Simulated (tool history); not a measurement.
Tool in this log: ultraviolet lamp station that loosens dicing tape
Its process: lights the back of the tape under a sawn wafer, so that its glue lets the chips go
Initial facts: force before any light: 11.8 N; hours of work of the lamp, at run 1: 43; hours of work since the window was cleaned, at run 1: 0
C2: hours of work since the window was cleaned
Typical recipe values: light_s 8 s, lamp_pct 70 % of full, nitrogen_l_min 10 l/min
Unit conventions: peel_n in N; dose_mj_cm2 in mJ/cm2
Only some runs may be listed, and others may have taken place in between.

Run 1, hour 0: usual settings; hours of work of the lamp 43; C2 0. Result: peel_n 0.557 N, dose_mj_cm2 342 mJ/cm2.
Run 2, hour 10: usual settings; hours of work of the lamp 48; C2 5. Result: peel_n 0.559 N, dose_mj_cm2 347 mJ/cm2.
Run 3, hour 20.5: usual settings; hours of work of the lamp 53; C2 10. Result: peel_n 0.57 N, dose_mj_cm2 349 mJ/cm2.
Run 4, hour 27.2: usual settings; hours of work of the lamp 56; C2 14. Result: peel_n 0.565 N, dose_mj_cm2 346 mJ/cm2.
Run 5, hour 35.4: usual settings; hours of work of the lamp 60; C2 18. Result: peel_n 0.576 N, dose_mj_cm2 345 mJ/cm2.
Run 6, hour 43.9: usual settings; hours of work of the lamp 65; C2 22. Result: peel_n 0.587 N, dose_mj_cm2 342 mJ/cm2.
Run 7, hour 49.9: usual settings; hours of work of the lamp 68; C2 25. Result: peel_n 0.589 N, dose_mj_cm2 345 mJ/cm2.
Run 8, hour 57: usual settings; hours of work of the lamp 71; C2 29. Result: peel_n 0.614 N, dose_mj_cm2 340 mJ/cm2.
Run 9, hour 65.4: usual settings but lamp_pct 66 % of full; hours of work of the lamp 75; C2 33. Result: peel_n 0.68 N, dose_mj_cm2 322 mJ/cm2.
Run 10, hour 74.9: usual settings; hours of work of the lamp 80; C2 38. Result: peel_n 0.585 N, dose_mj_cm2 342 mJ/cm2.
Run 11, hour 84.5: usual settings but nitrogen_l_min 5 l/min; hours of work of the lamp 85; C2 43. Result: peel_n 1.232 N, dose_mj_cm2 346 mJ/cm2.
Run 12, hour 94.7: usual settings but lamp_pct 82 % of full, nitrogen_l_min 5 l/min; hours of work of the lamp 90; C2 48. Result: peel_n 0.866 N, dose_mj_cm2 401 mJ/cm2.
Run 13, hour 106.6: usual settings; hours of work of the lamp 96; C2 54. Result: peel_n 0.612 N, dose_mj_cm2 339 mJ/cm2.
Run 14, hour 111.5: usual settings; hours of work of the lamp 99; C2 56. Result: peel_n 0.604 N, dose_mj_cm2 342 mJ/cm2.
Run 15, hour 116.7: usual settings; hours of work of the lamp 101; C2 59. Result: peel_n 0.621 N, dose_mj_cm2 339 mJ/cm2.
Run 16, hour 125.2: usual settings but light_s 5 s, lamp_pct 89 % of full; hours of work of the lamp 106; C2 63. Result: peel_n 1.08 N, dose_mj_cm2 269 mJ/cm2.
Run 17, hour 130.4: usual settings but light_s 9 s, lamp_pct 63 % of full; hours of work of the lamp 108; C2 66. Result: peel_n 0.582 N, dose_mj_cm2 344 mJ/cm2.
Run 18, hour 135.6: usual settings but lamp_pct 78 % of full, nitrogen_l_min 5 l/min; hours of work of the lamp 111; C2 68. Result: peel_n 1.035 N, dose_mj_cm2 376 mJ/cm2.
Run 19, hour 144.3: usual settings but lamp_pct 73 % of full, nitrogen_l_min 12 l/min; hours of work of the lamp 115; C2 73. Result: peel_n 0.445 N, dose_mj_cm2 352 mJ/cm2.
Run 20, hour 155.7: usual settings but lamp_pct 73 % of full, nitrogen_l_min 12 l/min; hours of work of the lamp 121; C2 78. Result: peel_n 0.446 N, dose_mj_cm2 352 mJ/cm2.
At hour 157: window cleaned of glue's vapour.
Run 21, hour 162.1: usual settings but light_s 9 s, lamp_pct 99 % of full, nitrogen_l_min 5 l/min; hours of work of the lamp 124; C2 3. Result: peel_n 0.396 N, dose_mj_cm2 526 mJ/cm2.
Run 22, hour 172.5: usual settings but light_s 9 s, lamp_pct 99 % of full, nitrogen_l_min 5 l/min; hours of work of the lamp 129; C2 8. Result: peel_n 0.403 N, dose_mj_cm2 526 mJ/cm2.
Run 23, hour 181.3: usual settings but light_s 11 s, lamp_pct 85 % of full, nitrogen_l_min 17 l/min; hours of work of the lamp 134; C2 12. Result: peel_n 0.076 N, dose_mj_cm2 547 mJ/cm2.
Run 24, hour 187.4: usual settings but lamp_pct 94 % of full, nitrogen_l_min 6 l/min; hours of work of the lamp 137; C2 15. Result: peel_n 0.508 N, dose_mj_cm2 439 mJ/cm2.
Run 25, hour 195.2: usual settings but light_s 9 s, lamp_pct 94 % of full, nitrogen_l_min 4 l/min; hours of work of the lamp 141; C2 19. Result: peel_n 0.627 N, dose_mj_cm2 496 mJ/cm2.
Run 26, hour 203.1: usual settings but light_s 4 s, lamp_pct 87 % of full, nitrogen_l_min 5 l/min; hours of work of the lamp 145; C2 23. Result: peel_n 3.046 N, dose_mj_cm2 205 mJ/cm2.
Run 27, hour 211.4: usual settings but light_s 5 s, lamp_pct 67 % of full; hours of work of the lamp 149; C2 27. Result: peel_n 2.118 N, dose_mj_cm2 193 mJ/cm2.
At hour 221.2: window cleaned of glue's vapour, once more.
Run 28, hour 223.8: usual settings but light_s 5 s, lamp_pct 67 % of full; hours of work of the lamp 155; C2 1. Result: peel_n 1.937 N, dose_mj_cm2 201 mJ/cm2.
Run 29, hour 232.6: usual settings but light_s 5 s, lamp_pct 66 % of full; hours of work of the lamp 159; C2 6. Result: peel_n 2.042 N, dose_mj_cm2 201 mJ/cm2.

Alternative continuations, all from the tool just after run 29; predict every row:
Run A, hour 242.6: usual settings but light_s 10 s, lamp_pct 82 % of full, nitrogen_l_min 14 l/min; hours of work of the lamp 164; C2 11. Result: peel_n ?, dose_mj_cm2 ?.
Run B, hour 242.6: usual settings but light_s 9 s; hours of work of the lamp 164; C2 11. Result: peel_n ?, dose_mj_cm2 ?.
Run C, hour 242.6: usual settings but light_s 4 s, lamp_pct 90 % of full, nitrogen_l_min 12 l/min; hours of work of the lamp 164; C2 11. Result: peel_n ?, dose_mj_cm2 ?.
Run D, hour 242.6: usual settings but light_s 7 s, lamp_pct 75 % of full, nitrogen_l_min 6 l/min; hours of work of the lamp 164; C2 11. Result: peel_n ?, dose_mj_cm2 ?.
Run E, hour 242.6: usual settings but light_s 11 s, lamp_pct 66 % of full; hours of work of the lamp 164; C2 11. Result: peel_n ?, dose_mj_cm2 ?.

run  peel_n  dose_mj_cm2
  A    0.12          501
  B    0.45          379
  C   1.566          220
  D   1.182          318
  E    0.28          437
The same runs, with their run-to-run variation unchanged, on a tool lacking any hidden condition would have given:
run  peel_n  dose_mj_cm2
  A   0.108          518
  B   0.406          391
  C   1.462          228
  D   1.096          329
  E   0.252          452
